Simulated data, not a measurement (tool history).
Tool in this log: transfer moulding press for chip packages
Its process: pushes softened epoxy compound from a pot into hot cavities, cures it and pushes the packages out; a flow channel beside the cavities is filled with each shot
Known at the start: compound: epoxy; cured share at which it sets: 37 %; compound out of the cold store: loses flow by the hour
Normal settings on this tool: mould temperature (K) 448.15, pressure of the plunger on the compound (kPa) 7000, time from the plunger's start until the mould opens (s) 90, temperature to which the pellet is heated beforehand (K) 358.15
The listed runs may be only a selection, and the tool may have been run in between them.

run    day  mould temperature (K)  pressure of the plunger on the compound (kPa)  time from the plunger's start until the mould opens (s)  temperature to which the pellet is heated beforehand (K)  incoming compound's hours out of the cold store  length that the compound runs in the flow channel (mm)  greatest force on the pins that push the packages out (N)
  1  0.000                 448.15                                           7000                                                       90                                                    358.15                                             16.6                                                     648                                                        457
     0.312  -- plunger's sealing rings changed
  2  0.321                 448.15                                           7000                                                       90                                                    358.15                                             37.3                                                     596                                                        524
  3  0.575                 448.15                                           7000                                                       90                                                    358.15                                             24.0                                                     645                                                        582
  4  0.921                 448.15                                           7000                                                       90                                                    358.15                                             46.0                                                     566                                                        636
  5  1.158                 448.15                                           7000                                                       90                                                    358.15                                             40.1                                                     585                                                        672
  6  1.346                 448.15                                           7000                                                       90                                                    358.15                                             24.6                                                     643                                                        734
  7  1.538                 448.15                                           6470                                                       90                                                    358.15                                             32.6                                                     584                                                        729
  8  1.912                 448.15                                           6470                                                       90                                                    358.15                                             42.4                                                     551                                                        801
  9  2.108                 448.15                                           7000                                                       90                                                    358.15                                             17.4                                                     668                                                        858
 10  2.300                 443.15                                           5920                                                       86                                                    358.15                                             31.2                                                     573                                                       1051
     2.592  -- cavities cleaned with cleaning compound and waxed
 11  2.633                 443.15                                           5920                                                       86                                                    358.15                                             28.7                                                     589                                                        637
 12  2.896                 443.15                                           8290                                                      108                                                    360.15                                             38.6                                                     647                                                        562
 13  3.254                 446.15                                           7300                                                       79                                                    351.15                                             34.0                                                     619                                                        743
 14  3.638                 448.15                                           6450                                                      115                                                    361.15                                              8.6                                                     670                                                        659
 15  3.875                 454.15                                           7000                                                      112                                                    358.15                                             11.1                                                     665                                                        647
 16  4.142                 448.15                                           7000                                                      104                                                    363.15                                             30.4                                                     611                                                        735
 17  4.317                 445.15                                           7000                                                       85                                                    349.15                                             22.3                                                     650                                                        960
 18  4.621                 445.15                                           7000                                                       85                                                    349.15                                             36.4                                                     596                                                        914

How would selected steps in length that the compound runs in the flow channel (mm) from run to run divide? Give the signed amount a tool lacking its hidden state would still show from settings, what came in and random variation, and the signed amount left for the hidden state, including any gauge scatter that is not in both of the compared results.
The tool's hidden condition here consists of: true mould temperature over the reading, C; pressure that reaches the compound, % of what is set; grip of the stained cavities, % over clean ones'; drift of the gauge itself on flow_mm, %; drift of the gauge itself on push_out_n, %.
Run 1 -> 2: plunger's sealing rings changed. length that the compound runs in the flow channel (mm) -52: hidden state +30, all else -82.
Run 8 -> 9: pressure of the plunger on the compound (kPa) 6470 -> 7000. length that the compound runs in the flow channel (mm) +117: hidden state -3, all else +120.
